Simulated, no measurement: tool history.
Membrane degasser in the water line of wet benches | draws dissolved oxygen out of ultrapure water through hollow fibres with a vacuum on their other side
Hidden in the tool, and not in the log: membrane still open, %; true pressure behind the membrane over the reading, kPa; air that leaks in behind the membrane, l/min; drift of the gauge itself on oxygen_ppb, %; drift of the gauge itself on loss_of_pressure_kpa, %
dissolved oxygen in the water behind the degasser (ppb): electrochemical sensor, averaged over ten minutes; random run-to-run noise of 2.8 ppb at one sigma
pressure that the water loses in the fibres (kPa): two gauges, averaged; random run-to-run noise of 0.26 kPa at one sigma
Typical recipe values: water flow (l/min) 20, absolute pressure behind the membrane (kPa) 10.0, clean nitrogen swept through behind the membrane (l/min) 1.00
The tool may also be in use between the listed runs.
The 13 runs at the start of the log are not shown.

| run | hour | water flow (l/min) | absolute pressure behind the membrane (kPa) | clean nitrogen swept through behind the membrane (l/min) | hours since the membrane was changed | hours since the vacuum gauge was calibrated | hours since the vacuum lines were made tight | dissolved oxygen in the water behind the degasser (ppb) | pressure that the water loses in the fibres (kPa) |
|---|---|---|---|---|---|---|---|---|---|
| 14 | 1376.7 | 20 | 10.0 | 1.00 | 3944 | 2719 | 2460 | 358.4 | 70.86 |
| 15 | 1453.5 | 20 | 10.0 | 1.00 | 4021 | 2796 | 2537 | 353.3 | 71.55 |
|  | 1467.0 | vacuum gauge calibrated |
| 16 | 1585.5 | 20 | 10.0 | 1.00 | 4152 | 118 | 2668 | 361.7 | 71.48 |
| 17 | 1664.8 | 20 | 22.6 | 1.00 | 4231 | 198 | 2748 | 844.0 | 71.14 |
| 18 | 1774.5 | 20 | 18.3 | 0.89 | 4341 | 307 | 2857 | 760.3 | 71.32 |
| 19 | 1920.3 | 20 | 18.3 | 0.92 | 4487 | 453 | 3003 | 742.2 | 71.66 |
| 20 | 1993.6 | 20 | 18.3 | 0.92 | 4560 | 527 | 3076 | 736.9 | 71.42 |
| 21 | 2055.5 | 20 | 18.3 | 0.92 | 4622 | 588 | 3138 | 742.4 | 71.69 |
|  | 2145.1 | vacuum gauge calibrated, once more |
| 22 | 2196.5 | 15 | 7.7 | 0.94 | 4763 | 51 | 3279 | 197.1 | 53.56 |
| 23 | 2288.5 | 15 | 18.5 | 0.94 | 4855 | 143 | 3371 | 562.4 | 54.18 |
| 24 | 2389.4 | 20 | 18.4 | 0.75 | 4955 | 244 | 3472 | 851.8 | 71.67 |
| 25 | 2526.5 | 20 | 21.7 | 1.00 | 5093 | 381 | 3609 | 808.9 | 71.60 |
| 26 | 2601.1 | 20 | 21.7 | 1.00 | 5167 | 456 | 3683 | 817.0 | 71.70 |
| 27 | 2668.6 | 24 | 10.9 | 0.88 | 5235 | 523 | 3751 | 513.1 | 86.08 |
| 28 | 2738.4 | 24 | 10.9 | 0.88 | 5305 | 593 | 3821 | 513.9 | 86.61 |
| 29 | 2834.0 | 24 | 8.8 | 1.20 | 5400 | 689 | 3916 | 341.1 | 86.10 |
| 30 | 2974.6 | 20 | 16.2 | 2.93 | 5541 | 829 | 4057 | 274.8 | 71.86 |
| 31 | 3054.6 | 20 | 16.2 | 2.93 | 5621 | 909 | 4137 | 271.9 | 72.24 |
| 32 | 3149.7 | 20 | 10.0 | 1.48 | 5716 | 1005 | 4232 | 272.3 | 71.57 |

What if the next run were any one of these 3? Each begins from the tool's condition after run 32:
| A | 3270.7 | 20 | 16.1 | 1.48 | 5837 | 1126 | 4353 | ? | ? |
| B | 3270.7 | 29 | 11.4 | 1.00 | 5837 | 1126 | 4353 | ? | ? |
| C | 3270.7 | 17 | 6.5 | 1.49 | 5837 | 1126 | 4353 | ? | ? |

| run | dissolved oxygen in the water behind the degasser (ppb) | pressure that the water loses in the fibres (kPa) |
|---|---|---|
| A | 438.4 | 72.09 |
| B | 607.8 | 104.05 |
| C | 136.9 | 61.23 |
Had the tool no hidden state, the same runs would have come out as:
| run | dissolved oxygen in the water behind the degasser (ppb) | pressure that the water loses in the fibres (kPa) |
|---|---|---|
| A | 426.7 | 69.91 |
| B | 589.1 | 100.92 |
| C | 127.8 | 59.40 |

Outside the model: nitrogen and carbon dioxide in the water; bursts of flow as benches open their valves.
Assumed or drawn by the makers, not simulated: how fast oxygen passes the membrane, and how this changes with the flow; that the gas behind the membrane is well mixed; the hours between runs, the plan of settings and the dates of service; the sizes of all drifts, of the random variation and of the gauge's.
